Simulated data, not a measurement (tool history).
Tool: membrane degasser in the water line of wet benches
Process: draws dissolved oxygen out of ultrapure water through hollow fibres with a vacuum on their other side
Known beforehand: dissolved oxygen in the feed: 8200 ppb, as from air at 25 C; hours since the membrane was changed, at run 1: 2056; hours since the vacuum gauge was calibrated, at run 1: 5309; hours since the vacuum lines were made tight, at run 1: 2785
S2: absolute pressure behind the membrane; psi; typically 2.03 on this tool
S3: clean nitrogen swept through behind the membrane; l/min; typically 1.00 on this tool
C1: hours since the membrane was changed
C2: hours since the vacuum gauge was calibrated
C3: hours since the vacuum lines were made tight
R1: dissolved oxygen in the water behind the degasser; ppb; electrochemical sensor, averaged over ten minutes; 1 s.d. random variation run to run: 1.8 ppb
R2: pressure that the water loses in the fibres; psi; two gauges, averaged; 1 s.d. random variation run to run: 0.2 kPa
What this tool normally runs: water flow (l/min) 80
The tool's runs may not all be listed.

run 1 day=0.000 | water_flow_(l/min)=80 S2=2.03 S3=1.00 | C1=2056 C2=5309 C3=2785 | R1=1290.2 R2=6.197
run 2 day=2.117 | water_flow_(l/min)=76 S2=2.03 S3=1.00 | C1=2107 C2=5359 C3=2836 | R1=1246.4 R2=5.878
run 3 day=4.142 | water_flow_(l/min)=80 S2=4.31 S3=1.00 | C1=2156 C2=5408 C3=2885 | R1=2683.9 R2=6.155
run 4 day=5.350 | water_flow_(l/min)=80 S2=4.31 S3=1.00 | C1=2185 C2=5437 C3=2914 | R1=2675.3 R2=6.167
run 5 day=7.375 | water_flow_(l/min)=80 S2=2.03 S3=1.00 | C1=2233 C2=5486 C3=2962 | R1=1291.6 R2=6.113
run 6 day=8.508 | water_flow_(l/min)=80 S2=2.03 S3=1.00 | C1=2260 C2=5513 C3=2990 | R1=1290.1 R2=6.122
run 7 day=10.683 | water_flow_(l/min)=80 S2=2.03 S3=1.00 | C1=2313 C2=5565 C3=3042 | R1=1289.6 R2=6.167
run 8 day=12.583 | water_flow_(l/min)=72 S2=2.03 S3=1.00 | C1=2358 C2=5611 C3=3087 | R1=1208.3 R2=5.556
run 9 day=14.358 | water_flow_(l/min)=72 S2=2.03 S3=1.00 | C1=2401 C2=5653 C3=3130 | R1=1205.7 R2=5.516
run 10 day=16.025 | water_flow_(l/min)=72 S2=2.03 S3=1.00 | C1=2441 C2=5693 C3=3170 | R1=1203.8 R2=5.488
run 11 day=18.054 | water_flow_(l/min)=80 S2=4.38 S3=1.00 | C1=2490 C2=5742 C3=3219 | R1=2716.5 R2=6.102
run 12 day=20.167 | water_flow_(l/min)=80 S2=2.03 S3=0.51 | C1=2540 C2=5792 C3=3269 | R1=1871.7 R2=6.126
run 13 day=21.408 | water_flow_(l/min)=80 S2=2.03 S3=0.51 | C1=2570 C2=5822 C3=3299 | R1=1871.7 R2=6.158
run 14 day=23.067 | water_flow_(l/min)=80 S2=2.03 S3=0.94 | C1=2610 C2=5862 C3=3339 | R1=1337.5 R2=6.135
run 15 day=24.617 | water_flow_(l/min)=80 S2=2.03 S3=0.94 | C1=2647 C2=5899 C3=3376 | R1=1338.7 R2=6.086
run 16 day=26.196 | water_flow_(l/min)=80 S2=2.03 S3=1.00 | C1=2685 C2=5937 C3=3414 | R1=1289.8 R2=6.065
run 17 day=28.367 | water_flow_(l/min)=90 S2=2.03 S3=1.10 | C1=2737 C2=5989 C3=3466 | R1=1310.3 R2=6.911
run 18 day=30.325 | water_flow_(l/min)=81 S2=4.05 S3=0.59 | C1=2784 C2=6036 C3=3513 | R1=3341.2 R2=6.163
run 19 day=32.100 | water_flow_(l/min)=53 S2=2.03 S3=1.00 | C1=2827 C2=6079 C3=3556 | R1=977.4 R2=4.044
run 20 day=33.129 | water_flow_(l/min)=53 S2=2.03 S3=1.00 | C1=2851 C2=6104 C3=3580 | R1=980.9 R2=4.047
run 21 day=34.175 | water_flow_(l/min)=53 S2=2.03 S3=1.00 | C1=2876 C2=6129 C3=3606 | R1=981.2 R2=4.020
run 22 day=36.721 | water_flow_(l/min)=53 S2=2.03 S3=1.00 | C1=2937 C2=6190 C3=3667 | R1=979.5 R2=3.999
run 23 day=38.033 | water_flow_(l/min)=49 S2=2.03 S3=0.65 | C1=2969 C2=6221 C3=3698 | R1=1235.0 R2=3.746
run 24 day=40.167 | water_flow_(l/min)=49 S2=2.03 S3=0.65 | C1=3020 C2=6273 C3=3749 | R1=1236.9 R2=3.742
run 25 day=41.483 | water_flow_(l/min)=49 S2=1.71 S3=0.61 | C1=3052 C2=6304 C3=3781 | R1=1050.5 R2=3.701
run 26 day=43.612 | water_flow_(l/min)=49 S2=1.71 S3=0.61 | C1=3103 C2=6355 C3=3832 | R1=1049.7 R2=3.700
run 27 day=45.021 | water_flow_(l/min)=66 S2=2.03 S3=0.82 | C1=3137 C2=6389 C3=3866 | R1=1291.0 R2=5.018
run 28 day=47.050 | water_flow_(l/min)=66 S2=2.03 S3=0.82 | C1=3185 C2=6438 C3=3914 | R1=1293.9 R2=5.017
run 29 day=49.500 | water_flow_(l/min)=88 S2=2.03 S3=0.58 | C1=3244 C2=6496 C3=3973 | R1=1843.0 R2=6.653
run 30 day=50.817 | water_flow_(l/min)=122 S2=3.81 S3=0.58 | C1=3276 C2=6528 C3=4005 | R1=3830.9 R2=9.229
run 31 day=52.804 | water_flow_(l/min)=80 S2=2.03 S3=0.57 | C1=3324 C2=6576 C3=4053 | R1=1762.7 R2=6.015

Hidden state or all else? Some run-to-run changes of R2, split into what the settings, what came in and random variation would give without the hidden state, and what is left for the hidden state (with any gauge scatter that isn't in both results):
Hidden state at play: membrane still open, %; true pressure behind the membrane over the reading, kPa; air that leaks in behind the membrane, l/min; drift of the gauge itself on oxygen_ppb, %; drift of the gauge itself on loss_of_pressure_kpa, %.
Run 18 -> 19: water flow (l/min) 81 -> 53, S2 4.05 -> 2.03, S3 0.59 -> 1.00. R2 -2.119 psi: hidden state +0.020, all else -2.139.
Run 28 -> 29: water flow (l/min) 66 -> 88, S3 0.82 -> 0.58. R2 +1.636 psi: hidden state -0.035, all else +1.671.
Run 29 -> 30: water flow (l/min) 88 -> 122, S2 2.03 -> 3.81. R2 +2.576 psi: hidden state -0.052, all else +2.628.
Run 30 -> 31: water flow (l/min) 122 -> 80, S2 3.81 -> 2.03, S3 0.58 -> 0.57. R2 -3.214 psi: hidden state +0.057, all else -3.271.

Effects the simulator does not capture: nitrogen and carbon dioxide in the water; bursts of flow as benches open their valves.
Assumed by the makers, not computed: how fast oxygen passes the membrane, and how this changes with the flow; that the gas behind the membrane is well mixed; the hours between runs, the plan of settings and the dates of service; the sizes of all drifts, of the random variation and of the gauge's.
